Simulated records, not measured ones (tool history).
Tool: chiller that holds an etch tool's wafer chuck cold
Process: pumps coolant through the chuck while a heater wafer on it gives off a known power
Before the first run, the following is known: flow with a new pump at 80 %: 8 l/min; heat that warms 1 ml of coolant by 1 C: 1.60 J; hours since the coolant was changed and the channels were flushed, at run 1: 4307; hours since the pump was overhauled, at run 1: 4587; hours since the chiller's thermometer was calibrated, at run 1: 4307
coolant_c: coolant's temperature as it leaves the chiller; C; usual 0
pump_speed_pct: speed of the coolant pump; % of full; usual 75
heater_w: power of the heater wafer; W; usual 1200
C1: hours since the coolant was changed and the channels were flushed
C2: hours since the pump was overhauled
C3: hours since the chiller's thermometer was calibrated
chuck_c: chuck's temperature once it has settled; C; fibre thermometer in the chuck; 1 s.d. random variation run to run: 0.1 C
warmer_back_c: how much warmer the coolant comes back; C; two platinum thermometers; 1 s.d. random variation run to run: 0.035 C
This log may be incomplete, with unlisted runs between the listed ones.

Run 1, hour 0.0: usual settings; C1 4307; C2 4587; C3 4307. Result: chuck_c 16.8 C, warmer_back_c 6.09 C.
Run 2, hour 184.2: usual settings; C1 4491; C2 4772; C3 4491. Result: chuck_c 16.7 C, warmer_back_c 6.03 C.
Run 3, hour 372.5: usual settings but coolant_c -2 C; C1 4679; C2 4960; C3 4679. Result: chuck_c 14.8 C, warmer_back_c 6.04 C.
At hour 520.0: coolant pump overhauled.
Run 4, hour 527.1: usual settings; C1 4829; C2 7; C3 4829. Result: chuck_c 16.8 C, warmer_back_c 6.09 C.
Run 5, hour 615.5: usual settings; C1 4917; C2 96; C3 4917. Result: chuck_c 16.7 C, warmer_back_c 6.06 C.
Run 6, hour 744.3: usual settings; C1 5046; C2 224; C3 5046. Result: chuck_c 16.7 C, warmer_back_c 6.00 C.
Run 7, hour 874.1: usual settings; C1 5176; C2 354; C3 5176. Result: chuck_c 16.7 C, warmer_back_c 6.07 C.
At hour 1039.9: coolant changed, channels flushed.
At hour 1065.5: chiller's thermometer calibrated.
Run 8, hour 1065.5: usual settings but pump_speed_pct 74 % of full; C1 25; C2 539; C3 0. Result: chuck_c 16.8 C, warmer_back_c 6.20 C.
Run 9, hour 1202.7: usual settings but pump_speed_pct 74 % of full; C1 162; C2 676; C3 137. Result: chuck_c 17.0 C, warmer_back_c 6.14 C.
Run 10, hour 1305.7: usual settings but pump_speed_pct 74 % of full; C1 265; C2 779; C3 240. Result: chuck_c 17.1 C, warmer_back_c 6.13 C.
Run 11, hour 1387.5: usual settings but coolant_c -9 C, pump_speed_pct 69 % of full, heater_w 1328 W; C1 347; C2 860; C3 322. Result: chuck_c 11.0 C, warmer_back_c 7.30 C.
Run 12, hour 1480.6: usual settings but coolant_c 6 C, pump_speed_pct 71 % of full, heater_w 1571 W; C1 440; C2 954; C3 415. Result: chuck_c 28.7 C, warmer_back_c 8.43 C.
Run 13, hour 1571.3: usual settings but coolant_c 6 C, pump_speed_pct 71 % of full, heater_w 1571 W; C1 530; C2 1044; C3 506. Result: chuck_c 28.9 C, warmer_back_c 8.45 C.
Run 14, hour 1718.2: usual settings but coolant_c -5 C, pump_speed_pct 71 % of full, heater_w 645 W; C1 677; C2 1191; C3 653. Result: chuck_c 4.3 C, warmer_back_c 3.46 C.
Run 15, hour 1829.7: usual settings but coolant_c -5 C, pump_speed_pct 95 % of full, heater_w 819 W; C1 789; C2 1303; C3 764. Result: chuck_c 4.6 C, warmer_back_c 3.14 C.
Run 16, hour 2005.5: usual settings but coolant_c 10 C, pump_speed_pct 70 % of full, heater_w 613 W; C1 965; C2 1479; C3 940. Result: chuck_c 19.1 C, warmer_back_c 3.35 C.
Run 17, hour 2156.6: usual settings but coolant_c -2 C, pump_speed_pct 92 % of full; C1 1116; C2 1630; C3 1091. Result: chuck_c 12.4 C, warmer_back_c 4.78 C.
Run 18, hour 2238.1: usual settings but pump_speed_pct 77 % of full, heater_w 1032 W; C1 1197; C2 1711; C3 1173. Result: chuck_c 14.1 C, warmer_back_c 5.07 C.
Run 19, hour 2396.1: usual settings but coolant_c 1 C; C1 1355; C2 1869; C3 1331. Result: chuck_c 17.6 C, warmer_back_c 6.01 C.
Run 20, hour 2554.4: usual settings but coolant_c 1 C; C1 1513; C2 2027; C3 1489. Result: chuck_c 17.9 C, warmer_back_c 6.02 C.

Each row is a separate what-if for the run after 20, all from the same tool condition, not one after another. Results?
Run A, hour 2670.0: usual settings but coolant_c 10 C, heater_w 1693 W; C1 1629; C2 2143; C3 1604. Result: chuck_c ?, warmer_back_c ?.
Run B, hour 2670.0: usual settings but coolant_c 2 C, pump_speed_pct 97 % of full, heater_w 1354 W; C1 1629; C2 2143; C3 1604. Result: chuck_c ?, warmer_back_c ?.
Run C, hour 2670.0: usual settings but coolant_c 1 C, pump_speed_pct 70 % of full; C1 1629; C2 2143; C3 1604. Result: chuck_c ?, warmer_back_c ?.

run  chuck_c  warmer_back_c
  A     33.4           8.52
  B     17.3           5.07
  C     18.7           6.49
Without the tool's hidden state the same runs would have given:
run  chuck_c  warmer_back_c
  A     33.4           8.51
  B     17.3           5.07
  C     18.6           6.48

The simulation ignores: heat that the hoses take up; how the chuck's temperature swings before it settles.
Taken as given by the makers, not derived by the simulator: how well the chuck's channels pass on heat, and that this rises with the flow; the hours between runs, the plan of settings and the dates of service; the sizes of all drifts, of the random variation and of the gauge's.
